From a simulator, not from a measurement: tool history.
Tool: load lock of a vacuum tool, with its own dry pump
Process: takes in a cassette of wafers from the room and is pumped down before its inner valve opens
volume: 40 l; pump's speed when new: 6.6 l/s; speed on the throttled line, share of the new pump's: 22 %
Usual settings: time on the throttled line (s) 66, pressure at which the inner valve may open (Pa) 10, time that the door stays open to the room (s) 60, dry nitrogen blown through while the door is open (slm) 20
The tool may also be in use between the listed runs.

run	hour	time on the throttled line (s)	pressure at which the inner valve may open (Pa)	time that the door stays open to the room (s)	dry nitrogen blown through while the door is open (slm)	incoming humidity of the room's air, %	time from the closed door until the inner valve may open (s)	rise of the pressure with all valves shut (Pa/min)
1	0.0	66	10	60	20	45.6	109.5	0.096
2	87.0	66	10	60	20	44.2	108.6	0.094
3	223.0	66	10	60	20	45.4	109.4	0.094
4	344.2	66	10	60	20	44.5	108.2	0.101
5	473.7	66	10	60	20	43.8	108.8	0.099
6	534.5	106	10	60	20	48.9	141.6	0.104
7	614.6	106	10	60	32	43.3	140.2	0.095
8	751.6	106	10	60	32	46.2	141.4	0.096
9	847.3	106	10	60	32	41.0	140.4	0.094
10	925.2	106	10	60	32	43.1	139.8	0.098
11	1017.7	106	10	60	32	42.4	141.0	0.095
12	1129.6	106	10	60	32	47.3	139.6	0.103
13	1268.7	106	10	60	32	44.3	139.6	0.101
14	1333.4	66	10	60	20	44.4	109.9	0.112
15	1406.4	66	7	60	20	44.4	112.7	0.114
16	1511.2	66	7	60	20	43.5	112.5	0.110
17	1639.2	66	10	60	20	46.2	109.5	0.108
18	1737.0	66	10	60	22	49.3	110.4	0.117
19	1797.1	66	10	60	22	49.1	109.8	0.117
20	1858.1	66	10	60	22	44.3	110.8	0.111
21	1976.5	66	18	63	5	45.2	106.9	0.136
22	2116.1	66	14	60	5	46.0	107.9	0.143
23	2231.4	66	7	141	27	45.8	112.8	0.149
24	2374.4	50	10	60	44	47.2	97.3	0.113
25	2464.2	33	12	60	20	46.5	84.5	0.124
26	2586.4	33	12	60	5	45.9	84.1	0.150
27	2718.7	66	12	56	20	44.8	109.7	0.129
28	2844.3	66	12	56	20	44.8	108.7	0.131
29	2977.6	66	9	141	20	45.9	111.3	0.168
30	3064.7	132	7	157	20	45.9	162.7	0.179
31	3152.6	53	12	36	15	46.9	99.9	0.130
32	3276.9	53	12	36	15	46.9	99.5	0.130
33	3376.4	40	14	36	5	46.2	88.7	0.146
34	3453.4	110	8	214	13	51.4	145.7	0.222
35	3526.3	65	10	60	27	45.0	110.0	0.142
36	3650.2	107	10	115	9	43.4	141.7	0.188
37	3781.9	66	10	101	20	45.2	109.6	0.168

4 ways to go on from here, each from the tool as it stands after run 37. What would each give?
A	3931.1	66	10	47	20	46.8	?	?
B	3931.1	66	10	44	5	43.7	?	?
C	3931.1	66	10	98	20	42.9	?	?
D	3931.1	102	10	60	20	45.0	?	?

run	time from the closed door until the inner valve may open (s)	rise of the pressure with all valves shut (Pa/min)
A	112.5	0.140
B	111.7	0.163
C	111.3	0.169
D	138.5	0.157
Without the tool's hidden state the same runs would have given:
run	time from the closed door until the inner valve may open (s)	rise of the pressure with all valves shut (Pa/min)
A	109.1	0.029
B	108.4	0.049
C	108.1	0.059
D	135.9	0.044
